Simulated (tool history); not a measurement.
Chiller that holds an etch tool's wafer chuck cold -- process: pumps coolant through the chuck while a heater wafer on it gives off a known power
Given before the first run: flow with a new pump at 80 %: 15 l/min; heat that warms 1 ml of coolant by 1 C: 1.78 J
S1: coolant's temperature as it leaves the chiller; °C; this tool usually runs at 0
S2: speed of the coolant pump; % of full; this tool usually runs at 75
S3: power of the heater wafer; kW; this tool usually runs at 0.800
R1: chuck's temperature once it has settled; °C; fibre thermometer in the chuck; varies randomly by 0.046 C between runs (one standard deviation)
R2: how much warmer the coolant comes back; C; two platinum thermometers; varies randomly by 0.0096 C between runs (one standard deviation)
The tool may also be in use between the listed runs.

Run 1, day 0.000: usual settings. Result: R1 8.04 °C, R2 1.976 C.
Run 2, day 0.871: usual settings but S3 0.775 kW. Result: R1 7.94 °C, R2 1.901 C.
Run 3, day 2.033: usual settings but S3 0.775 kW. Result: R1 7.88 °C, R2 1.894 C.
Run 4, day 2.800: usual settings but S3 0.775 kW. Result: R1 7.93 °C, R2 1.891 C.
Run 5, day 4.292: usual settings. Result: R1 8.17 °C, R2 1.957 C.
Run 6, day 5.250: usual settings. Result: R1 8.11 °C, R2 1.930 C.
Run 7, day 6.671: usual settings but S3 0.441 kW. Result: R1 4.43 °C, R2 1.080 C.
Run 8, day 7.746: usual settings but S3 0.441 kW. Result: R1 4.42 °C, R2 1.071 C.
Run 9, day 9.108: usual settings but S3 0.441 kW. Result: R1 4.45 °C, R2 1.070 C.
Run 10, day 9.879: usual settings but S1 -4 °C. Result: R1 4.06 °C, R2 1.958 C.
Run 11, day 10.946: usual settings but S1 -4 °C. Result: R1 4.23 °C, R2 1.951 C.
Run 12, day 11.804: usual settings but S1 -4 °C. Result: R1 4.15 °C, R2 1.960 C.
Run 13, day 12.900: usual settings but S1 -4 °C. Result: R1 4.18 °C, R2 1.972 C.
At day 13.204: coolant pump overhauled.
Run 14, day 14.529: usual settings but S1 9 °C. Result: R1 17.10 °C, R2 1.972 C.
Run 15, day 15.638: usual settings. Result: R1 8.18 °C, R2 1.975 C.
Run 16, day 16.379: usual settings. Result: R1 8.09 °C, R2 1.967 C.
Run 17, day 17.825: usual settings but S3 0.920 kW. Result: R1 9.49 °C, R2 2.267 C.
Run 18, day 19.321: usual settings but S3 0.920 kW. Result: R1 9.45 °C, R2 2.275 C.
Run 19, day 20.138: usual settings but S2 64 % of full, S3 0.429 kW. Result: R1 4.79 °C, R2 1.229 C.
Run 20, day 21.112: usual settings but S2 64 % of full, S3 0.429 kW. Result: R1 4.90 °C, R2 1.238 C.
At day 21.392: coolant pump overhauled, once more.
Run 21, day 22.475: usual settings but S1 -6 °C, S2 98 % of full, S3 0.864 kW. Result: R1 0.98 °C, R2 1.620 C.
Run 22, day 23.442: usual settings but S3 0.435 kW. Result: R1 4.26 °C, R2 1.059 C.
Run 23, day 24.404: usual settings but S2 66 % of full, S3 0.885 kW. Result: R1 9.77 °C, R2 2.407 C.
Run 24, day 25.142: usual settings but S1 -2 °C. Result: R1 6.05 °C, R2 1.936 C.
Run 25, day 25.975: usual settings but S1 -2 °C. Result: R1 5.99 °C, R2 1.940 C.
Run 26, day 27.071: usual settings but S1 -2 °C. Result: R1 6.09 °C, R2 1.934 C.
Run 27, day 28.062: usual settings but S1 10 °C, S3 0.982 kW. Result: R1 19.88 °C, R2 2.373 C.
Run 28, day 29.246: usual settings but S1 -2 °C, S2 96 % of full, S3 0.654 kW. Result: R1 3.35 °C, R2 1.253 C.
Run 29, day 30.104: usual settings but S1 -2 °C, S2 79 % of full, S3 0.611 kW. Result: R1 3.75 °C, R2 1.408 C.
Run 30, day 31.458: usual settings but S1 -2 °C, S2 79 % of full, S3 0.611 kW. Result: R1 3.73 °C, R2 1.400 C.
Run 31, day 33.025: usual settings but S1 -1 °C, S2 70 % of full. Result: R1 7.46 °C, R2 2.069 C.
Run 32, day 34.229: usual settings but S1 3 °C, S2 87 % of full, S3 1.033 kW. Result: R1 12.26 °C, R2 2.152 C.
Run 33, day 35.454: usual settings but S1 3 °C, S2 87 % of full, S3 1.033 kW. Result: R1 12.31 °C, R2 2.177 C.

Each row is a separate what-if for the run after 33, all from the same tool condition, not one after another. Results?
Run A, day 36.504: usual settings but S1 8 °C, S2 79 % of full, S3 0.991 kW. Result: R1 ?, R2 ?.
Run B, day 36.504: usual settings but S1 -6 °C, S2 89 % of full, S3 0.606 kW. Result: R1 ?, R2 ?.
Run C, day 36.504: usual settings but S1 -8 °C, S2 65 % of full, S3 0.645 kW. Result: R1 ?, R2 ?.

run     R1     R2
  A  17.69  2.288
  B  -0.71  1.249
  C  -0.87  1.800
The same runs, with their run-to-run variation unchanged, on a tool lacking any hidden condition would have given:
run     R1     R2
  A  17.58  2.264
  B  -0.65  1.236
  C  -0.88  1.781
